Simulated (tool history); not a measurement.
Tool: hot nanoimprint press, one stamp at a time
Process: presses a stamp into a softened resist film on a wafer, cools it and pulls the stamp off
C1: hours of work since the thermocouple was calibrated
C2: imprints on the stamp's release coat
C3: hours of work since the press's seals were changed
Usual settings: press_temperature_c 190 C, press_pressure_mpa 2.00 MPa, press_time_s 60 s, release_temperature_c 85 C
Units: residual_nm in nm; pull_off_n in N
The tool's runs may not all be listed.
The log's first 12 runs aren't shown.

Run 13, hour 187.4: usual settings but press_pressure_mpa 2.93 MPa; C1 238; C2 434; C3 332. Result: residual_nm 157.1 nm, pull_off_n 182 N.
Run 14, hour 205.8: usual settings but press_pressure_mpa 2.93 MPa; C1 249; C2 519; C3 344. Result: residual_nm 155.2 nm, pull_off_n 184 N.
Run 15, hour 223.2: usual settings but press_temperature_c 201 C; C1 260; C2 598; C3 355. Result: residual_nm 108.3 nm, pull_off_n 184 N.
Run 16, hour 240.5: usual settings but press_temperature_c 201 C, press_pressure_mpa 1.79 MPa, press_time_s 74 s; C1 271; C2 677; C3 366. Result: residual_nm 104.3 nm, pull_off_n 181 N.
Run 17, hour 253.9: usual settings but press_temperature_c 201 C, press_pressure_mpa 1.79 MPa, press_time_s 74 s; C1 279; C2 738; C3 374. Result: residual_nm 103.7 nm, pull_off_n 184 N.
Run 18, hour 263.5: usual settings but press_temperature_c 179 C, press_time_s 45 s; C1 286; C2 782; C3 380. Result: residual_nm 344.6 nm, pull_off_n 193 N.
Run 19, hour 271.9: usual settings but press_temperature_c 197 C, press_time_s 48 s, release_temperature_c 78 C; C1 291; C2 820; C3 385. Result: residual_nm 144.7 nm, pull_off_n 195 N.
Run 20, hour 280.9: usual settings but press_pressure_mpa 3.00 MPa, press_time_s 79 s, release_temperature_c 78 C; C1 296; C2 861; C3 391. Result: residual_nm 137.5 nm, pull_off_n 200 N.
Run 21, hour 301.5: usual settings but press_temperature_c 189 C, press_pressure_mpa 3.00 MPa, press_time_s 79 s, release_temperature_c 78 C; C1 309; C2 955; C3 404. Result: residual_nm 144.6 nm, pull_off_n 197 N.
Run 22, hour 312.0: usual settings but press_temperature_c 181 C, press_pressure_mpa 1.38 MPa, press_time_s 58 s, release_temperature_c 79 C; C1 316; C2 1003; C3 410. Result: residual_nm 328.9 nm, pull_off_n 191 N.
Run 23, hour 329.4: usual settings but press_temperature_c 181 C, press_pressure_mpa 1.63 MPa, press_time_s 58 s, release_temperature_c 76 C; C1 327; C2 1083; C3 421. Result: residual_nm 316.3 nm, pull_off_n 211 N.
Run 24, hour 341.6: usual settings but press_temperature_c 181 C, press_pressure_mpa 1.31 MPa, press_time_s 58 s, release_temperature_c 82 C; C1 334; C2 1138; C3 429. Result: residual_nm 338.4 nm, pull_off_n 192 N.
Run 25, hour 350.9: usual settings but press_pressure_mpa 1.70 MPa, press_time_s 50 s; C1 340; C2 1181; C3 435. Result: residual_nm 219.4 nm, pull_off_n 193 N.
Run 26, hour 367.0: usual settings but press_temperature_c 196 C, press_pressure_mpa 1.94 MPa, press_time_s 102 s, release_temperature_c 74 C; C1 350; C2 1254; C3 445. Result: residual_nm 110.8 nm, pull_off_n 212 N.
Run 27, hour 384.7: usual settings but press_time_s 33 s; C1 361; C2 1335; C3 456. Result: residual_nm 239.2 nm, pull_off_n 191 N.
Run 28, hour 404.8: usual settings but press_time_s 63 s; C1 374; C2 1427; C3 469. Result: residual_nm 185.2 nm, pull_off_n 187 N.
At hour 419.5: stamp cleaned and given a new release coat.
Run 29, hour 422.3: usual settings but press_time_s 63 s; C1 381; C2 13; C3 476. Result: residual_nm 184.7 nm, pull_off_n 186 N.
Run 30, hour 434.7: usual settings but press_temperature_c 196 C, press_pressure_mpa 2.57 MPa, release_temperature_c 91 C; C1 389; C2 70; C3 484. Result: residual_nm 122.3 nm, pull_off_n 165 N.

4 ways to go on from here, each from the tool as it stands after run 30. What would each give?
Run A, hour 447.3: usual settings but press_temperature_c 201 C, press_pressure_mpa 2.53 MPa, press_time_s 100 s; C1 397; C2 127; C3 492. Result: residual_nm ?, pull_off_n ?.
Run B, hour 447.3: usual settings but press_pressure_mpa 1.22 MPa, press_time_s 111 s, release_temperature_c 72 C; C1 397; C2 127; C3 492. Result: residual_nm ?, pull_off_n ?.
Run C, hour 447.3: usual settings but press_temperature_c 188 C, press_pressure_mpa 1.47 MPa; C1 397; C2 127; C3 492. Result: residual_nm ?, pull_off_n ?.
Run D, hour 447.3: usual settings but press_temperature_c 199 C, press_time_s 48 s; C1 397; C2 127; C3 492. Result: residual_nm ?, pull_off_n ?.

run  residual_nm  pull_off_n
  A         76.1         185
  B        183.4         209
  C        237.7         190
  D        133.7         182
Without the tool's hidden state the same runs would have given:
run  residual_nm  pull_off_n
  A         74.3         185
  B        179.0         209
  C        231.9         190
  D        130.5         181

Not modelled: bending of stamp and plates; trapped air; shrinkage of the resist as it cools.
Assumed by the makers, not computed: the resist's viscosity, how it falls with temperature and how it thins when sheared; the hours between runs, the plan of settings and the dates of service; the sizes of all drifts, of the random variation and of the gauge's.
